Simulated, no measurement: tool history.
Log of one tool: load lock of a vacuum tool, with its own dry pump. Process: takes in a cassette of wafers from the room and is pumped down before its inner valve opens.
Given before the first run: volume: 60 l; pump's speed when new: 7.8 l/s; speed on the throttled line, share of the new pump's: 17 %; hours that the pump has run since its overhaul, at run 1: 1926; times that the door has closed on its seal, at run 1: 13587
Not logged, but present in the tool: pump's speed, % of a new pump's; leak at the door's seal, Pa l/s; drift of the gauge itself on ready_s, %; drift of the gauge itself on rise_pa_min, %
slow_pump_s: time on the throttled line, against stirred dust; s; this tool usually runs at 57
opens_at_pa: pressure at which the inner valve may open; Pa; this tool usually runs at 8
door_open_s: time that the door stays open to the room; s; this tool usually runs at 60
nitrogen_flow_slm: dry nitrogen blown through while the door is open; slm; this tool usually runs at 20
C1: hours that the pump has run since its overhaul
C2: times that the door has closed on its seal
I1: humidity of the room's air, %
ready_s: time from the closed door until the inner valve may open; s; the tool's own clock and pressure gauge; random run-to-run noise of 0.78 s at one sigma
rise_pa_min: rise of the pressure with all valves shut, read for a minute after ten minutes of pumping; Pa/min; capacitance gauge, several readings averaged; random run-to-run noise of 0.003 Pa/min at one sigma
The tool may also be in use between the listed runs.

run 1 hour=0 | slow_pump_s=57 opens_at_pa=8 door_open_s=60 nitrogen_flow_slm=20 | C1=1926 C2=13587 | I1=45.3 | ready_s=120.4 rise_pa_min=0.115
run 2 hour=214.7 | slow_pump_s=57 opens_at_pa=8 door_open_s=60 nitrogen_flow_slm=20 | C1=2141 C2=14459 | I1=42.5 | ready_s=120.7 rise_pa_min=0.122
run 3 hour=626.7 | slow_pump_s=57 opens_at_pa=8 door_open_s=60 nitrogen_flow_slm=20 | C1=2553 C2=16133 | I1=46 | ready_s=120.8 rise_pa_min=0.145
run 4 hour=1118 | slow_pump_s=57 opens_at_pa=10 door_open_s=60 nitrogen_flow_slm=20 | C1=3044 C2=18130 | I1=43.6 | ready_s=119.7 rise_pa_min=0.152
run 5 hour=1607.4 | slow_pump_s=57 opens_at_pa=10 door_open_s=60 nitrogen_flow_slm=20 | C1=3533 C2=20119 | I1=44.6 | ready_s=121.4 rise_pa_min=0.166
run 6 hour=1872.8 | slow_pump_s=57 opens_at_pa=10 door_open_s=60 nitrogen_flow_slm=7 | C1=3799 C2=21197 | I1=49.4 | ready_s=119.9 rise_pa_min=0.197
run 7 hour=2229.5 | slow_pump_s=57 opens_at_pa=10 door_open_s=60 nitrogen_flow_slm=7 | C1=4155 C2=22646 | I1=43.4 | ready_s=121.5 rise_pa_min=0.199
run 8 hour=2511.2 | slow_pump_s=57 opens_at_pa=10 door_open_s=60 nitrogen_flow_slm=7 | C1=4437 C2=23791 | I1=47.4 | ready_s=121.2 rise_pa_min=0.214
run 9 hour=2782.3 | slow_pump_s=57 opens_at_pa=10 door_open_s=60 nitrogen_flow_slm=7 | C1=4708 C2=24893 | I1=42.9 | ready_s=121.2 rise_pa_min=0.225
run 10 hour=3182.9 | slow_pump_s=57 opens_at_pa=10 door_open_s=60 nitrogen_flow_slm=7 | C1=5109 C2=26521 | I1=45.6 | ready_s=120.7 rise_pa_min=0.243
run 11 hour=3530.6 | slow_pump_s=57 opens_at_pa=10 door_open_s=60 nitrogen_flow_slm=7 | C1=5456 C2=27933 | I1=44.3 | ready_s=121.1 rise_pa_min=0.257
run 12 hour=3933.3 | slow_pump_s=57 opens_at_pa=9 door_open_s=60 nitrogen_flow_slm=20 | C1=5859 C2=29570 | I1=45.8 | ready_s=121.7 rise_pa_min=0.269
run 13 hour=4411.3 | slow_pump_s=57 opens_at_pa=9 door_open_s=60 nitrogen_flow_slm=20 | C1=6337 C2=31512 | I1=48.2 | ready_s=122.6 rise_pa_min=0.292
run 14 hour=4904.2 | slow_pump_s=57 opens_at_pa=9 door_open_s=60 nitrogen_flow_slm=20 | C1=6830 C2=33515 | I1=47.3 | ready_s=122.1 rise_pa_min=0.315
run 15 hour=5339.8 | slow_pump_s=57 opens_at_pa=9 door_open_s=60 nitrogen_flow_slm=20 | C1=7266 C2=35285 | I1=44.6 | ready_s=123.8 rise_pa_min=0.342
run 16 hour=5716.6 | slow_pump_s=57 opens_at_pa=8 door_open_s=60 nitrogen_flow_slm=20 | C1=7642 C2=36816 | I1=43.8 | ready_s=125.3 rise_pa_min=0.361
run 17 hour=6061.8 | slow_pump_s=57 opens_at_pa=8 door_open_s=60 nitrogen_flow_slm=20 | C1=7988 C2=38219 | I1=41.7 | ready_s=123.2 rise_pa_min=0.391
-- hour=6259.8 door's seal changed, seat wiped
run 18 hour=6302.9 | slow_pump_s=57 opens_at_pa=8 door_open_s=36 nitrogen_flow_slm=20 | C1=8227 C2=175 | I1=44.9 | ready_s=125 rise_pa_min=0.029
run 19 hour=6729.1 | slow_pump_s=57 opens_at_pa=8 door_open_s=36 nitrogen_flow_slm=20 | C1=8653 C2=1907 | I1=44.6 | ready_s=123.6 rise_pa_min=0.029
run 20 hour=7100.2 | slow_pump_s=36 opens_at_pa=12 door_open_s=60 nitrogen_flow_slm=14 | C1=9025 C2=3415 | I1=45.7 | ready_s=103.6 rise_pa_min=0.047
run 21 hour=7564.9 | slow_pump_s=66 opens_at_pa=8 door_open_s=60 nitrogen_flow_slm=34 | C1=9489 C2=5303 | I1=45 | ready_s=130.2 rise_pa_min=0.04
run 22 hour=7992.8 | slow_pump_s=66 opens_at_pa=8 door_open_s=60 nitrogen_flow_slm=34 | C1=9917 C2=7042 | I1=47.3 | ready_s=130.6 rise_pa_min=0.054
run 23 hour=8298.3 | slow_pump_s=66 opens_at_pa=8 door_open_s=60 nitrogen_flow_slm=34 | C1=10223 C2=8283 | I1=44.3 | ready_s=132.1 rise_pa_min=0.055
run 24 hour=8591.5 | slow_pump_s=82 opens_at_pa=9 door_open_s=81 nitrogen_flow_slm=12 | C1=10516 C2=9475 | I1=42.3 | ready_s=146.6 rise_pa_min=0.076
run 25 hour=9103.8 | slow_pump_s=82 opens_at_pa=9 door_open_s=81 nitrogen_flow_slm=12 | C1=11028 C2=11556 | I1=46.7 | ready_s=144.9 rise_pa_min=0.096
run 26 hour=9541.6 | slow_pump_s=109 opens_at_pa=12 door_open_s=60 nitrogen_flow_slm=6 | C1=11466 C2=13336 | I1=47 | ready_s=165.7 rise_pa_min=0.112
run 27 hour=9786.5 | slow_pump_s=109 opens_at_pa=12 door_open_s=60 nitrogen_flow_slm=6 | C1=11711 C2=14331 | I1=47 | ready_s=165.6 rise_pa_min=0.118
run 28 hour=10078.2 | slow_pump_s=109 opens_at_pa=12 door_open_s=60 nitrogen_flow_slm=6 | C1=12003 C2=15516 | I1=43.9 | ready_s=164.4 rise_pa_min=0.123
run 29 hour=10502.2 | slow_pump_s=57 opens_at_pa=8 door_open_s=60 nitrogen_flow_slm=5 | C1=12427 C2=17239 | I1=45.2 | ready_s=126.2 rise_pa_min=0.138
run 30 hour=11012.3 | slow_pump_s=28 opens_at_pa=8 door_open_s=60 nitrogen_flow_slm=19 | C1=12937 C2=19312 | I1=40.2 | ready_s=102.7 rise_pa_min=0.137
run 31 hour=11417.9 | slow_pump_s=97 opens_at_pa=10 door_open_s=84 nitrogen_flow_slm=11 | C1=13342 C2=20960 | I1=47 | ready_s=158.1 rise_pa_min=0.17
run 32 hour=11851.5 | slow_pump_s=48 opens_at_pa=11 door_open_s=27 nitrogen_flow_slm=4 | C1=13776 C2=22722 | I1=45.2 | ready_s=116 rise_pa_min=0.176
run 33 hour=12312.3 | slow_pump_s=48 opens_at_pa=11 door_open_s=27 nitrogen_flow_slm=4 | C1=14237 C2=24595 | I1=46.5 | ready_s=116.6 rise_pa_min=0.198
run 34 hour=12765.9 | slow_pump_s=48 opens_at_pa=11 door_open_s=27 nitrogen_flow_slm=4 | C1=14690 C2=26438 | I1=45.8 | ready_s=118.3 rise_pa_min=0.219
run 35 hour=13145.3 | slow_pump_s=57 opens_at_pa=9 door_open_s=130 nitrogen_flow_slm=20 | C1=15070 C2=27979 | I1=41.4 | ready_s=126.3 rise_pa_min=0.241
run 36 hour=13430.1 | slow_pump_s=57 opens_at_pa=12 door_open_s=63 nitrogen_flow_slm=20 | C1=15355 C2=29137 | I1=48.7 | ready_s=122.2 rise_pa_min=0.248
run 37 hour=13868.6 | slow_pump_s=57 opens_at_pa=12 door_open_s=63 nitrogen_flow_slm=20 | C1=15793 C2=30919 | I1=46.8 | ready_s=124 rise_pa_min=0.26
run 38 hour=14346.1 | slow_pump_s=57 opens_at_pa=8 door_open_s=216 nitrogen_flow_slm=6 | C1=16270 C2=32859 | I1=43.7 | ready_s=128.6 rise_pa_min=0.334

Each row is a separate what-if for the run after 38, all from the same tool condition, not one after another. Results?
run A hour=14568.8 | slow_pump_s=63 opens_at_pa=9 door_open_s=60 nitrogen_flow_slm=5 | C1=16493 C2=33764 | I1=43.6 | ready_s=? rise_pa_min=?
run B hour=14568.8 | slow_pump_s=57 opens_at_pa=7 door_open_s=216 nitrogen_flow_slm=6 | C1=16493 C2=33764 | I1=46.1 | ready_s=? rise_pa_min=?
run C hour=14568.8 | slow_pump_s=57 opens_at_pa=7 door_open_s=108 nitrogen_flow_slm=14 | C1=16493 C2=33764 | I1=46.1 | ready_s=? rise_pa_min=?

run=A ready_s=131.8 rise_pa_min=0.308
run=B ready_s=129 rise_pa_min=0.343
run=C ready_s=130.8 rise_pa_min=0.317
Had the tool no hidden state, the same runs would have come out as:
run=A ready_s=124.6 rise_pa_min=0.039
run=B ready_s=121.4 rise_pa_min=0.073
run=C ready_s=123 rise_pa_min=0.042
